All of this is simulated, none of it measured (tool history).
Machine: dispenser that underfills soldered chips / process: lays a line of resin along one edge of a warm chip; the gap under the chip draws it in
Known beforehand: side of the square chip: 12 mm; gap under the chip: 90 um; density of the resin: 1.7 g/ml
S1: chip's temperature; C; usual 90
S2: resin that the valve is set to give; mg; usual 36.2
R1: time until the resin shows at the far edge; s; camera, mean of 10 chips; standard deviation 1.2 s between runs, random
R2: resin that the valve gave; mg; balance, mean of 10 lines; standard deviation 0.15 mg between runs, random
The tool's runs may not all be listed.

Run 1, hour 0.0: usual settings. Result: R1 242.9 s, R2 35.44 mg.
At hour 2.5: new syringe of resin.
Run 2, hour 6.0: usual settings but S1 80 C. Result: R1 236.9 s, R2 35.64 mg.
Run 3, hour 9.1: usual settings. Result: R1 169.8 s, R2 35.40 mg.
Run 4, hour 13.7: usual settings. Result: R1 219.8 s, R2 35.52 mg.
At hour 18.6: new syringe of resin.
Run 5, hour 19.5: usual settings. Result: R1 123.2 s, R2 35.22 mg.
Run 6, hour 25.8: usual settings but S1 85 C. Result: R1 222.5 s, R2 35.22 mg.
Run 7, hour 29.2: usual settings but S1 85 C. Result: R1 269.3 s, R2 35.11 mg.
Run 8, hour 32.7: usual settings but S1 85 C. Result: R1 324.2 s, R2 35.13 mg.
At hour 34.5: new syringe of resin.
Run 9, hour 39.6: usual settings but S1 85 C. Result: R1 199.4 s, R2 34.87 mg.
Run 10, hour 46.0: usual settings but S1 85 C. Result: R1 278.4 s, R2 34.79 mg.
At hour 50.3: new syringe of resin.
Run 11, hour 51.9: usual settings. Result: R1 127.8 s, R2 34.73 mg.
Run 12, hour 56.7: usual settings but S1 95 C. Result: R1 132.5 s, R2 34.53 mg.
Run 13, hour 60.9: usual settings but S1 95 C. Result: R1 166.4 s, R2 34.85 mg.
At hour 66.0: new syringe of resin.
Run 14, hour 67.6: usual settings but S1 95 C. Result: R1 99.2 s, R2 34.59 mg.
Run 15, hour 71.0: usual settings but S1 95 C. Result: R1 117.5 s, R2 34.43 mg.
Run 16, hour 76.0: usual settings but S1 95 C. Result: R1 158.0 s, R2 34.55 mg.
At hour 81.9: new syringe of resin.
Run 17, hour 81.9: usual settings but S1 95 C. Result: R1 92.8 s, R2 34.66 mg.
Run 18, hour 89.3: usual settings. Result: R1 175.6 s, R2 34.26 mg.
Run 19, hour 94.6: usual settings but S1 91 C, S2 34.7 mg. Result: R1 228.2 s, R2 32.89 mg.
At hour 97.9: new syringe of resin.
Run 20, hour 100.5: usual settings but S1 91 C, S2 34.7 mg. Result: R1 131.6 s, R2 32.70 mg.
Run 21, hour 107.8: usual settings but S2 34.3 mg. Result: R1 203.3 s, R2 32.22 mg.
At hour 113.9: new syringe of resin.
Run 22, hour 113.9: usual settings but S1 76 C, S2 47.1 mg. Result: R1 239.4 s, R2 44.19 mg.
Run 23, hour 117.4: usual settings but S1 76 C, S2 47.1 mg. Result: R1 290.2 s, R2 44.12 mg.
Run 24, hour 121.1: usual settings but S1 82 C, S2 31.6 mg. Result: R1 274.1 s, R2 29.60 mg.
Run 25, hour 126.7: usual settings but S1 82 C, S2 38.0 mg. Result: R1 357.4 s, R2 35.45 mg.
At hour 129.8: new syringe of resin.
Run 26, hour 132.6: usual settings but S1 94 C, S2 36.4 mg. Result: R1 113.7 s, R2 34.04 mg.
Run 27, hour 139.9: usual settings but S1 94 C, S2 36.4 mg. Result: R1 169.6 s, R2 34.13 mg.
At hour 145.5: new syringe of resin.
Run 28, hour 146.7: usual settings but S1 94 C, S2 36.4 mg. Result: R1 100.9 s, R2 34.07 mg.
At hour 148.8: dispensing valve cleaned and set on the balance.
Run 29, hour 152.1: usual settings but S1 91 C, S2 40.5 mg. Result: R1 147.5 s, R2 40.23 mg.
Run 30, hour 157.7: usual settings but S1 91 C, S2 40.5 mg. Result: R1 204.4 s, R2 40.23 mg.
At hour 162.1: new syringe of resin.
Run 31, hour 165.2: usual settings but S1 84 C, S2 34.7 mg. Result: R1 191.4 s, R2 34.24 mg.
Run 32, hour 171.3: usual settings but S1 98 C, S2 43.0 mg. Result: R1 134.3 s, R2 42.64 mg.
Run 33, hour 174.3: usual settings but S1 77 C, S2 44.3 mg. Result: R1 449.2 s, R2 44.06 mg.
At hour 177.7: new syringe of resin.
Run 34, hour 178.3: usual settings but S1 101 C, S2 40.9 mg. Result: R1 72.9 s, R2 40.62 mg.
Run 35, hour 182.2: usual settings but S1 101 C, S2 40.9 mg. Result: R1 89.8 s, R2 40.51 mg.

Branching from run 35: 5 alternative next runs. What would each branch give?
Run A, hour 186.8: usual settings but S2 44.5 mg. Result: R1 ?, R2 ?.
Run B, hour 186.8: usual settings but S1 79 C, S2 42.4 mg. Result: R1 ?, R2 ?.
Run C, hour 186.8: usual settings but S1 104 C. Result: R1 ?, R2 ?.
Run D, hour 186.8: usual settings but S1 80 C, S2 35.8 mg. Result: R1 ?, R2 ?.
Run E, hour 186.8: usual settings but S1 101 C, S2 40.0 mg. Result: R1 ?, R2 ?.

run     R1     R2
  A  191.1  43.91
  B  340.5  41.84
  C  102.1  35.60
  D  324.6  35.24
  E  115.9  39.28
With no hidden state in the tool, these same runs would have given:
run     R1     R2
  A  111.0  44.51
  B  197.2  42.42
  C   59.1  36.08
  D  187.7  35.72
  E   67.3  39.82

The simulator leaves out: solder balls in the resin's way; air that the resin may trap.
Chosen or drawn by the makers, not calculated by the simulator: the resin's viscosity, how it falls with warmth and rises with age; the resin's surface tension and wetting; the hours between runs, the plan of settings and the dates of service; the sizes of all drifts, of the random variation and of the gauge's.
